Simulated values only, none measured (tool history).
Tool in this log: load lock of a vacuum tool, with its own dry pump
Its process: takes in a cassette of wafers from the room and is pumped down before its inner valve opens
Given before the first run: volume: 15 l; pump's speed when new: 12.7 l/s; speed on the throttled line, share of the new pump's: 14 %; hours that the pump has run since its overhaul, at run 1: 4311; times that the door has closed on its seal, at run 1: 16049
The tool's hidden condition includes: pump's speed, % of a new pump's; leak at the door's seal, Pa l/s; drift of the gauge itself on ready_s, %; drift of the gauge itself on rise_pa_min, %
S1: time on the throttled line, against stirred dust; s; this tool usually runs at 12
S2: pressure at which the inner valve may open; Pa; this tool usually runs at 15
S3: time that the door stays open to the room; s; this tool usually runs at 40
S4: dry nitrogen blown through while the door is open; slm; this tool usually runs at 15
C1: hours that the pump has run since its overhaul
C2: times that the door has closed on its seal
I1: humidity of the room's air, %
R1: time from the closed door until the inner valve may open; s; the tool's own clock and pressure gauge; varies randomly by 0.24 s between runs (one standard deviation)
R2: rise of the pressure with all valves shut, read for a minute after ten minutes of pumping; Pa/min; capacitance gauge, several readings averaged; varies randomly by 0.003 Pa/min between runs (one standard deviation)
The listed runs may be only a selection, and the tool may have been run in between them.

{"run": 1, "hour": 0.0, "S1": 12, "S2": 15, "S3": 40, "S4": 15, "C1": 4311, "C2": 16049, "I1": 41.3, "R1": 20.8, "R2": 0.081}
{"run": 2, "hour": 212.2, "S1": 12, "S2": 15, "S3": 77, "S4": 15, "C1": 4523, "C2": 16460, "I1": 45, "R1": 21, "R2": 0.091}
{"run": 3, "hour": 421.1, "S1": 12, "S2": 18, "S3": 40, "S4": 15, "C1": 4732, "C2": 16865, "I1": 45.1, "R1": 20.9, "R2": 0.089}
{"run": 4, "hour": 532.2, "S1": 12, "S2": 18, "S3": 40, "S4": 15, "C1": 4843, "C2": 17081, "I1": 43.7, "R1": 20.9, "R2": 0.091}
{"run": 5, "hour": 622.9, "S1": 12, "S2": 18, "S3": 40, "S4": 15, "C1": 4934, "C2": 17256, "I1": 49.2, "R1": 20.5, "R2": 0.092}
{"run": 6, "hour": 775.5, "S1": 12, "S2": 15, "S3": 40, "S4": 15, "C1": 5087, "C2": 17552, "I1": 45, "R1": 20.8, "R2": 0.089}
{"run": 7, "hour": 886.4, "S1": 12, "S2": 15, "S3": 40, "S4": 15, "C1": 5198, "C2": 17767, "I1": 45.1, "R1": 21, "R2": 0.093}
{"run": 8, "hour": 1105.2, "S1": 12, "S2": 15, "S3": 40, "S4": 15, "C1": 5416, "C2": 18191, "I1": 47.1, "R1": 20.8, "R2": 0.094}
{"run": 9, "hour": 1294.5, "S1": 12, "S2": 15, "S3": 141, "S4": 15, "C1": 5606, "C2": 18558, "I1": 46.8, "R1": 21.2, "R2": 0.104}
{"run": 10, "hour": 1435.6, "S1": 12, "S2": 15, "S3": 40, "S4": 15, "C1": 5747, "C2": 18832, "I1": 47.2, "R1": 21, "R2": 0.097}
{"run": 11, "hour": 1537.9, "S1": 12, "S2": 15, "S3": 40, "S4": 15, "C1": 5849, "C2": 19030, "I1": 41.9, "R1": 21, "R2": 0.094}
{"run": 12, "hour": 1694.4, "S1": 12, "S2": 15, "S3": 40, "S4": 15, "C1": 6006, "C2": 19333, "I1": 44.2, "R1": 21.3, "R2": 0.093}
{"run": 13, "hour": 1910.0, "S1": 12, "S2": 15, "S3": 40, "S4": 15, "C1": 6221, "C2": 19751, "I1": 43.7, "R1": 21.2, "R2": 0.097}
{"run": 14, "hour": 2035.6, "S1": 12, "S2": 19, "S3": 40, "S4": 15, "C1": 6347, "C2": 19995, "I1": 43.1, "R1": 20.4, "R2": 0.093}
{"run": 15, "hour": 2137.0, "S1": 7, "S2": 26, "S3": 169, "S4": 32, "C1": 6448, "C2": 20191, "I1": 46.6, "R1": 16.4, "R2": 0.109}
{"run": 16, "hour": 2318.2, "S1": 7, "S2": 26, "S3": 169, "S4": 32, "C1": 6629, "C2": 20543, "I1": 45.4, "R1": 16.4, "R2": 0.111}

Expected results for the next run?
{"run": 17, "hour": 2433.9, "S1": 12, "S2": 15, "S3": 132, "S4": 15, "C1": 6745, "C2": 20767, "I1": 44.3, "R1": "?", "R2": "?"}

R1: 21 s
R2: 0.118 Pa/min
On a tool with no hidden condition, and with the same random variation, this run would have come out at R1 20.6 s, R2 0.048 Pa/min.

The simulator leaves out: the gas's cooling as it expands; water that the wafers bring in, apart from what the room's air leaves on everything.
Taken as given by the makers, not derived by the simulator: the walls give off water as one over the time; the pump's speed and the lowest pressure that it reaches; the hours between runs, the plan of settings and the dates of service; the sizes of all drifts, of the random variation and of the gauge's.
